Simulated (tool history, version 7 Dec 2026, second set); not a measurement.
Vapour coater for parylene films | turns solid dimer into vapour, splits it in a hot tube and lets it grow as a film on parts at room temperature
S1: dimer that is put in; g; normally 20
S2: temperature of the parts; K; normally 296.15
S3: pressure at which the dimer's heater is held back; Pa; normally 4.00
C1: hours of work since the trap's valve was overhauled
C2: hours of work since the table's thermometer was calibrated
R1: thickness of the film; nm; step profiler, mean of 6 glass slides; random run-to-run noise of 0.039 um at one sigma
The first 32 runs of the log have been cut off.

| run | day | S1 | S2 | S3 | C1 | C2 | R1 |
|---|---|---|---|---|---|---|---|
| 33 | 25.817 | 27 | 293.15 | 2.10 | 144 | 651 | 6850 |
| 34 | 26.962 | 27 | 293.15 | 2.10 | 162 | 669 | 6840 |
| 35 | 27.638 | 27 | 293.15 | 2.10 | 172 | 680 | 6790 |
| 36 | 28.129 | 27 | 293.15 | 2.10 | 180 | 687 | 6780 |
| 37 | 28.838 | 20 | 307.15 | 4.00 | 191 | 698 | 3070 |
| 38 | 29.612 | 18 | 292.15 | 4.00 | 203 | 711 | 4270 |
| 39 | 30.267 | 20 | 291.15 | 4.00 | 213 | 721 | 4820 |
| 40 | 31.396 | 29 | 289.15 | 10.72 | 231 | 738 | 6500 |
| 41 | 31.929 | 12 | 290.15 | 5.33 | 239 | 747 | 2870 |
| 42 | 33.092 | 12 | 290.15 | 5.33 | 257 | 765 | 2910 |
| 43 | 33.862 | 8 | 298.15 | 8.08 | 269 | 777 | 1410 |
| 44 | 34.812 | 27 | 298.15 | 8.08 | 284 | 792 | 4760 |
| 45 | 35.504 | 12 | 292.15 | 4.00 | 295 | 803 | 2850 |
| 46 | 36.012 | 12 | 292.15 | 4.00 | 303 | 810 | 2850 |

Alternative continuations, all from the tool just after run 46; predict every row:
| A | 36.688 | 12 | 292.15 | 7.30 | 313 | 821 | ? |
| B | 36.688 | 12 | 292.15 | 2.14 | 313 | 821 | ? |
| C | 36.688 | 20 | 300.15 | 11.72 | 313 | 821 | ? |
| D | 36.688 | 20 | 297.15 | 4.00 | 313 | 821 | ? |
| E | 36.688 | 20 | 293.15 | 10.65 | 313 | 821 | ? |

| run | R1 |
|---|---|
| A | 2640 |
| B | 3140 |
| C | 3210 |
| D | 4060 |
| E | 3990 |
What these runs would have given with no unlogged condition in the tool:
| run | R1 |
|---|---|
| A | 2640 |
| B | 3150 |
| C | 3220 |
| D | 4070 |
| E | 4000 |
